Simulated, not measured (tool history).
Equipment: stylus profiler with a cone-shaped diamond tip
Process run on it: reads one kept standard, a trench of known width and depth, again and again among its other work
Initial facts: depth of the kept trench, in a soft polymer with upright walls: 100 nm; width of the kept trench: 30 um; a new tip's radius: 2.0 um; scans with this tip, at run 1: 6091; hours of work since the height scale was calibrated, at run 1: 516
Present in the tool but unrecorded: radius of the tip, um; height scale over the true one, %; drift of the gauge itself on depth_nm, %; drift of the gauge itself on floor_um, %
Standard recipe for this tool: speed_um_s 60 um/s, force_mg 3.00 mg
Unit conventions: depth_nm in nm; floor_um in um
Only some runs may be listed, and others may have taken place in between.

run,hour,speed_um_s,force_mg,scans with this tip,hours of work since the height scale was calibrated,depth_nm,floor_um
1,0.0,60,3.00,6091,516,101.76,28.31
2,21.5,60,3.00,6210,526,101.75,28.30
3,42.2,60,3.00,6325,536,101.73,28.28
4,71.0,60,3.00,6485,549,101.76,28.26
5,89.0,60,3.00,6585,558,101.72,28.30
6,112.5,60,3.00,6716,569,101.69,28.24
7,130.5,107,3.00,6816,577,101.75,28.17
8,159.9,107,3.00,6978,591,101.69,28.13
9,182.9,107,3.00,7106,602,101.65,28.15
10,207.5,107,3.00,7243,614,101.68,28.13
11,239.5,107,3.00,7421,629,101.69,28.13
12,278.4,65,3.00,7637,647,101.70,28.25
13,312.0,60,1.09,7823,663,100.74,28.15
14,327.6,60,1.09,7910,670,100.79,28.09
15,361.1,122,1.09,8096,686,100.72,27.87
16,394.4,178,3.00,8281,702,101.68,27.96
17,421.9,178,3.69,8434,714,101.93,27.96
18,441.5,178,3.69,8542,724,101.96,27.91
# hour 445.9: new tip fitted, height scale calibrated
19,470.7,178,3.69,138,12,102.17,28.38
20,501.0,178,3.69,305,26,102.13,28.36
21,534.5,178,3.69,492,42,102.13,28.32
22,562.4,60,6.46,647,55,103.17,28.64
23,600.9,29,3.00,860,73,101.82,28.63
24,626.6,29,3.00,1003,85,101.85,28.65
25,651.7,24,2.96,1142,97,101.84,28.66
26,685.6,43,3.00,1331,113,101.82,28.56
27,715.9,35,2.91,1499,127,101.77,28.61
28,743.2,19,1.96,1650,140,101.31,28.55
29,778.0,66,8.15,1844,156,103.64,28.57
30,797.6,20,8.87,1953,165,103.81,28.61
31,817.6,20,8.87,2064,175,103.83,28.57
32,854.9,210,1.91,2271,192,101.30,28.01
33,872.7,109,6.87,2370,201,103.17,28.43
34,901.9,24,3.51,2532,214,102.00,28.59
35,940.5,229,7.68,2746,233,103.42,28.26
36,979.0,229,7.68,2960,251,103.43,28.27
37,1010.8,230,3.57,3136,266,101.97,28.10
38,1026.7,230,3.57,3225,273,101.97,28.11
39,1058.5,230,3.57,3401,288,101.95,28.09
40,1093.1,52,3.13,3594,304,101.80,28.44
41,1131.3,104,1.29,3806,322,100.93,28.24
42,1153.1,137,3.10,3926,333,101.76,28.26
43,1185.1,137,1.51,4104,348,101.03,28.08
44,1207.5,69,3.05,4229,358,101.72,28.34
45,1235.3,160,5.95,4383,371,102.79,28.26
46,1265.5,32,5.22,4551,386,102.62,28.45
47,1299.5,32,5.22,4739,402,102.57,28.38

3 options for the next run, each taken on its own from the tool as it stands now. Forecast them:
A,1327.3,42,2.01,4894,415,?,?
B,1327.3,88,3.46,4894,415,?,?
C,1327.3,64,4.88,4894,415,?,?

run,depth_nm,floor_um
A,101.21,28.36
B,101.83,28.36
C,102.38,28.43
With no hidden state in the tool, these same runs would have given:
run,depth_nm,floor_um
A,101.44,28.62
B,102.06,28.62
C,102.61,28.69
